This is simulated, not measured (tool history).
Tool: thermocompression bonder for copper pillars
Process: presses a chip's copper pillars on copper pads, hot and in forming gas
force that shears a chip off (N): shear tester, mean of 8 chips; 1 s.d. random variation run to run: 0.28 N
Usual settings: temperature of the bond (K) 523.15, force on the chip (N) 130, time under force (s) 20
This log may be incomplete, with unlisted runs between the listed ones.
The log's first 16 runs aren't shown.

run    hour  temperature of the bond (K)  force on the chip (N)  time under force (s)  hours of work since the heater was calibrated  hours of work since the force cell was calibrated  hours of work since the gas filter was changed  force that shears a chip off (N)
 17  1080.2                       527.15                    186                    11                                            488                                                517                                             139                              52.2
 18  1151.9                       527.15                    186                    11                                            521                                                549                                             171                              51.9
 19  1206.2                       523.15                    168                    32                                            545                                                574                                             196                              63.0
     1261.3  -- forming gas filter changed
 20  1299.6                       523.15                    168                    32                                            587                                                616                                              17                              65.0
 21  1357.3                       523.15                    168                    32                                            613                                                642                                              43                              65.0
 22  1441.2                       523.15                    168                    32                                            651                                                680                                              81                              64.4
     1447.5  -- heater calibrated with a thermocouple chip
 23  1525.2                       523.15                    106                    10                                             35                                                717                                             118                              37.2
 24  1601.5                       549.15                    130                    26                                             70                                                751                                             153                              64.5
 25  1668.6                       545.15                     81                    26                                            100                                                782                                             183                              52.2
     1702.9  -- heater calibrated with a thermocouple chip, once more
 26  1712.2                       499.15                    130                    17                                              4                                                801                                             202                              38.9
     1749.0  -- forming gas filter changed
 27  1806.5                       512.15                    112                    15                                             47                                                843                                              26                              40.9
 28  1891.4                       505.15                    130                    20                                             85                                                881                                              64                              44.3
 29  1959.6                       519.15                    130                    20                                            116                                                912                                              95                              50.5
 30  2041.8                       531.15                    156                    12                                            153                                                949                                             132                              51.6
 31  2115.7                       531.15                    156                    12                                            186                                                983                                             166                              51.2
 32  2190.1                       500.15                    130                    20                                            220                                               1016                                             200                              41.0

4 ways to go on from here, each from the tool as it stands after run 32. What would each give?
     2232.1  -- forming gas filter changed
  A  2243.5                       523.15                    130                    13                                            244                                               1040                                               5                                 ?
     2232.1  -- forming gas filter changed
  B  2243.5                       500.15                    130                    21                                            244                                               1040                                               5                                 ?
     2232.1  -- forming gas filter changed
  C  2243.5                       523.15                    150                    15                                            244                                               1040                                               5                                 ?
     2232.1  -- forming gas filter changed
  D  2243.5                       523.15                    110                    20                                            244                                               1040                                               5                                 ?

run  force that shears a chip off (N)
  A                              46.6
  B                              43.6
  C                              51.8
  D                              48.9
With the hidden condition removed and each run's random variation left untouched, the same runs would have given:
run  force that shears a chip off (N)
  A                              46.8
  B                              43.9
  C                              52.0
  D                              49.2

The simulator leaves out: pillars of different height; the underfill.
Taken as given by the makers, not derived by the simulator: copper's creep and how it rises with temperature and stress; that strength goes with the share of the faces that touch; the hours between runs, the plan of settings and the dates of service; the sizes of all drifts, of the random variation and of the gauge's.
